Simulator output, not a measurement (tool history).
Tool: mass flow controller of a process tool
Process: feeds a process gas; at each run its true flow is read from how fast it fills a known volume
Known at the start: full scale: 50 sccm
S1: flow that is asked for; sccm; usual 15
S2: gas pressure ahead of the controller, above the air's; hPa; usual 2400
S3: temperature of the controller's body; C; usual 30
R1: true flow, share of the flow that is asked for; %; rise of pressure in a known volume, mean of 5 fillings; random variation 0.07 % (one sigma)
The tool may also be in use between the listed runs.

Run 1, hour 0: usual settings. Result: R1 99.09 %.
Run 2, hour 310.5: usual settings. Result: R1 99.16 %.
Run 3, hour 559.3: usual settings but S2 1570 hPa. Result: R1 98.64 %.
Run 4, hour 764.8: usual settings but S2 1570 hPa. Result: R1 98.53 %.
Run 5, hour 945: usual settings but S2 1570 hPa. Result: R1 98.61 %.
Run 6, hour 1123.7: usual settings but S2 1570 hPa. Result: R1 98.72 %.
Run 7, hour 1496.8: usual settings but S2 1570 hPa. Result: R1 98.67 %.
Run 8, hour 1873.7: usual settings but S2 2160 hPa. Result: R1 99.16 %.
Run 9, hour 2163.3: usual settings. Result: R1 99.4 %.
Run 10, hour 2565.4: usual settings. Result: R1 99.33 %.
Run 11, hour 2827.6: usual settings. Result: R1 99.35 %.
Run 12, hour 3039.4: usual settings. Result: R1 99.34 %.
Run 13, hour 3413.5: usual settings. Result: R1 99.38 %.
Run 14, hour 3765.1: usual settings. Result: R1 99.57 %.
Run 15, hour 4043.6: usual settings but S3 40 C. Result: R1 100.55 %.
Run 16, hour 4308.3: usual settings but S1 14 sccm. Result: R1 99.58 %.
Run 17, hour 4531.7: usual settings but S3 38 C. Result: R1 100.41 %.
Run 18, hour 4879.9: usual settings but S3 26 C. Result: R1 99.37 %.
Run 19, hour 5124.8: usual settings but S1 28 sccm. Result: R1 99.81 %.
Run 20, hour 5350.1: usual settings but S1 28 sccm. Result: R1 99.96 %.
Run 21, hour 5529: usual settings but S1 28 sccm. Result: R1 99.77 %.
Run 22, hour 5791.5: usual settings but S1 28 sccm, S2 1810 hPa. Result: R1 99.51 %.
Run 23, hour 6085: usual settings. Result: R1 99.69 %.
Run 24, hour 6463: usual settings. Result: R1 99.83 %.
Run 25, hour 6757.7: usual settings. Result: R1 99.98 %.
Run 26, hour 7087.7: usual settings. Result: R1 99.97 %.
Run 27, hour 7270.7: usual settings but S2 2410 hPa, S3 32 C. Result: R1 100.17 %.
Run 28, hour 7579.3: usual settings but S1 8 sccm. Result: R1 101.02 %.
Run 29, hour 7828.8: usual settings but S1 46 sccm, S2 1680 hPa. Result: R1 100.03 %.
Run 30, hour 8023.3: usual settings but S1 46 sccm, S2 1680 hPa. Result: R1 100.03 %.
Run 31, hour 8279.9: usual settings but S1 27 sccm, S2 2460 hPa. Result: R1 100.03 %.
Run 32, hour 8510.7: usual settings but S1 27 sccm, S2 2460 hPa, S3 24 C. Result: R1 99.38 %.
Run 33, hour 8768.9: usual settings but S1 27 sccm, S2 2460 hPa, S3 24 C. Result: R1 99.52 %.
Run 34, hour 9019.8: usual settings but S1 18 sccm, S2 1980 hPa, S3 29 C. Result: R1 99.61 %.
Run 35, hour 9303.6: usual settings but S1 34 sccm, S2 1980 hPa. Result: R1 99.93 %.
Run 36, hour 9527.9: usual settings but S3 20 C. Result: R1 99.16 %.
Run 37, hour 9879: usual settings but S3 20 C. Result: R1 99.18 %.
Run 38, hour 10188.6: usual settings but S3 20 C. Result: R1 99.2 %.
Run 39, hour 10477.6: usual settings but S1 40 sccm, S2 1510 hPa, S3 20 C. Result: R1 98.76 %.
Run 40, hour 10655.5: usual settings but S1 40 sccm, S2 1510 hPa, S3 20 C. Result: R1 98.66 %.
Run 41, hour 11071.7: usual settings but S1 40 sccm, S2 1510 hPa, S3 20 C. Result: R1 98.54 %.
Run 42, hour 11492.4: usual settings but S2 2560 hPa. Result: R1 100.54 %.
Run 43, hour 11767.9: usual settings but S1 9 sccm, S3 27 C. Result: R1 101.36 %.
Run 44, hour 11938.8: usual settings but S1 9 sccm, S3 27 C. Result: R1 101.38 %.
Run 45, hour 12307.9: usual settings but S1 22 sccm. Result: R1 100.19 %.
Run 46, hour 12582.1: usual settings but S1 22 sccm. Result: R1 100.02 %.
Run 47, hour 12917: usual settings but S1 22 sccm. Result: R1 100.2 %.
Run 48, hour 13324.5: usual settings but S1 33 sccm, S2 1990 hPa, S3 39 C. Result: R1 100.71 %.

Hidden state or all else? Some run-to-run changes of R1, split into what the settings, what came in and random variation would give without the hidden state, and what is left for the hidden state (with any gauge scatter that isn't in both results):
The hidden state here: flow at rest that the sensor doesn't see, % of full scale; true flow over the shown one, %; drift of the gauge itself on true_pct, %.
Run 17 -> 18: S3 38 -> 26. R1 -1.04 %: hidden state +0.04, all else -1.08.
Run 28 -> 29: S1 8 -> 46, S2 2400 -> 1680. R1 -0.99 %: hidden state -2.22, all else +1.23.
Run 41 -> 42: S1 40 -> 15, S2 1510 -> 2560, S3 20 -> 30. R1 +2 %: hidden state +1.36, all else +0.64.
Run 42 -> 43: S1 15 -> 9, S2 2560 -> 2400, S3 30 -> 27. R1 +0.82 %: hidden state +1.5, all else -0.68.
Run 44 -> 45: S1 9 -> 22, S3 27 -> 30. R1 -1.19 %: hidden state -2.18, all else +0.99.
